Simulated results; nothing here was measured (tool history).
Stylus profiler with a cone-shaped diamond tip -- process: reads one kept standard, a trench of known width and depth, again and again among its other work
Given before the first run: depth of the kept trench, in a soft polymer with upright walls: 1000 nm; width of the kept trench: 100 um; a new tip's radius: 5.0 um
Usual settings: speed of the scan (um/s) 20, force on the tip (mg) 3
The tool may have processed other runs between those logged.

run    hour  speed of the scan (um/s)  force on the tip (mg)  depth of the trench (nm)  width of the trench's floor (nm)
  1       0                        20                      3                   1012.13                             93960
  2    99.3                        20                    1.2                   1006.69                             93920
  3   167.8                        20                    1.2                   1006.27                             93920
  4   232.7                        20                    1.2                    1006.5                             93920
  5   303.7                        20                    1.2                   1006.51                             93990
  6   363.3                        20                   1.79                   1008.57                             93920
  7     424                        20                   1.79                    1008.8                             94000
  8   546.4                        11                      3                   1012.31                             94000
  9   627.9                        11                      3                   1012.36                             94000
 10   695.7                         7                      3                   1012.17                             93930
 11     794                         7                      3                   1011.83                             93980
 12   915.1                         7                      3                   1011.84                             93950
 13  1046.6                         7                      3                   1012.38                             93980
 14  1155.8                        74                      3                   1012.53                             93870
 15    1274                        74                      3                   1012.03                             93800
 16  1349.6                        26                      3                   1012.28                             94000
 17  1479.8                        26                      3                   1012.04                             93920
 18  1610.9                        20                      3                   1012.09                             94020
 19  1682.8                        20                      3                   1012.19                             93920
 20  1747.6                        20                      3                   1011.92                             93970
 21  1861.4                        20                   1.53                   1007.56                             93930
 22  1959.1                        20                   1.53                   1007.77                             93930
 23  2080.1                        20                   2.05                   1009.72                             93870

Forecast run 24:
 24  2141.1                         6                   2.36                         ?                                 ?

Run 24 came out at depth of the trench (nm) 1010.18, width of the trench's floor (nm) 93990.
The same run, on a tool lacking any hidden state, would have yielded depth of the trench (nm) 1010.15, width of the trench's floor (nm) 94000.
